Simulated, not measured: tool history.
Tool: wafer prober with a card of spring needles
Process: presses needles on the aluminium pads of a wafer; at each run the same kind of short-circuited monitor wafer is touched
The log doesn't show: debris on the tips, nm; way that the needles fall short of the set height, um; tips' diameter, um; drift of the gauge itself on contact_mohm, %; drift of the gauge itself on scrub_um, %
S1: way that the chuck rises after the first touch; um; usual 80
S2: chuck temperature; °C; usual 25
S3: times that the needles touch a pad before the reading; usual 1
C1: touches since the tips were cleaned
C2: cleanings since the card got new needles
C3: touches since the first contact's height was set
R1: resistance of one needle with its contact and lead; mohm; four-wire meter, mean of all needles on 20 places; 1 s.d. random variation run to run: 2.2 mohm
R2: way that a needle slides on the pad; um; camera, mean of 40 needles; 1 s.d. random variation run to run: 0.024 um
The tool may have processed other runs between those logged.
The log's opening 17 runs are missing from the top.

At hour 126.6: tips cleaned on abrasive film.
Run 18, hour 126.6: usual settings but S2 68 °C; C1 0; C2 26; C3 7558. Result: R1 253 mohm, R2 12.01 um.
Run 19, hour 132.3: usual settings but S2 65 °C; C1 1999; C2 26; C3 9557. Result: R1 267 mohm, R2 12.09 um.
Run 20, hour 143.2: usual settings but S2 31 °C; C1 5820; C2 26; C3 13378. Result: R1 275 mohm, R2 12.08 um.
At hour 144: height of the first contact set anew, once more.
At hour 145.6: tips cleaned on abrasive film.
Run 21, hour 148.1: usual settings but S1 61 um, S2 29 °C; C1 905; C2 27; C3 1406. Result: R1 264 mohm, R2 9.4 um.
Run 22, hour 153.9: usual settings but S1 89 um, S2 106 °C; C1 2936; C2 27; C3 3437. Result: R1 278 mohm, R2 13.71 um.
Run 23, hour 159: usual settings but S1 89 um, S2 106 °C; C1 4708; C2 27; C3 5209. Result: R1 282 mohm, R2 13.69 um.
At hour 163.9: tips cleaned on abrasive film.
Run 24, hour 170: usual settings but S1 89 um, S2 58 °C, S3 2; C1 2144; C2 28; C3 9023. Result: R1 256 mohm, R2 13.64 um.
Run 25, hour 174.5: usual settings but S1 89 um, S2 58 °C, S3 3; C1 3742; C2 28; C3 10621. Result: R1 256 mohm, R2 13.63 um.
At hour 182.6: tips cleaned on abrasive film.
Run 26, hour 184.9: usual settings but S1 89 um, S2 58 °C, S3 3; C1 795; C2 29; C3 14225. Result: R1 250 mohm, R2 13.62 um.
Run 27, hour 195.6: usual settings but S1 96 um, S2 37 °C, S3 3; C1 4566; C2 29; C3 17996. Result: R1 255 mohm, R2 14.73 um.
At hour 201: tips cleaned on abrasive film.
Run 28, hour 201.5: usual settings but S1 97 um, S2 92 °C, S3 3; C1 183; C2 30; C3 20014. Result: R1 259 mohm, R2 14.89 um.
Run 29, hour 208.8: usual settings but S2 87 °C, S3 3; C1 2743; C2 30; C3 22574. Result: R1 271 mohm, R2 12.27 um.
Run 30, hour 217.7: usual settings but S1 87 um, S2 32 °C; C1 5853; C2 30; C3 25684. Result: R1 270 mohm, R2 13.33 um.
At hour 219.5: tips cleaned on abrasive film.
Run 31, hour 227.7: usual settings but S1 87 um, S2 32 °C; C1 2875; C2 31; C3 29160. Result: R1 264 mohm, R2 13.33 um.
Run 32, hour 236.8: usual settings but S1 75 um, S2 34 °C, S3 2; C1 6093; C2 31; C3 32378. Result: R1 266 mohm, R2 11.45 um.
At hour 237.8: tips cleaned on abrasive film.
Run 33, hour 246.7: usual settings but S1 87 um, S2 39 °C, S3 2; C1 3119; C2 32; C3 35800. Result: R1 256 mohm, R2 13.32 um.
Run 34, hour 251.3: usual settings but S1 63 um, S2 40 °C; C1 4748; C2 32; C3 37429. Result: R1 291 mohm, R2 9.62 um.

What if the next run were any one of these 4? Each begins from the tool's condition after run 34:
At hour 256.3: tips cleaned on abrasive film.
Run A, hour 257: usual settings but S1 65 um, S2 43 °C, S3 3; C1 248; C2 33; C3 39363. Result: R1 ?, R2 ?.
At hour 256.3: tips cleaned on abrasive film.
Run B, hour 257: usual settings but S1 63 um, S2 40 °C, S3 2; C1 248; C2 33; C3 39363. Result: R1 ?, R2 ?.
At hour 256.3: tips cleaned on abrasive film.
Run C, hour 257: usual settings but S1 81 um; C1 248; C2 33; C3 39363. Result: R1 ?, R2 ?.
At hour 256.3: tips cleaned on abrasive film.
Run D, hour 257: usual settings but S1 65 um, S2 29 °C, S3 2; C1 248; C2 33; C3 39363. Result: R1 ?, R2 ?.

run   R1     R2
  A  251   9.87
  B  250   9.62
  C  246  12.35
  D  247   9.92
Without the tool's hidden state the same runs would have given:
run   R1     R2
  A  248   9.99
  B  245   9.74
  C  241  12.47
  D  242  10.04
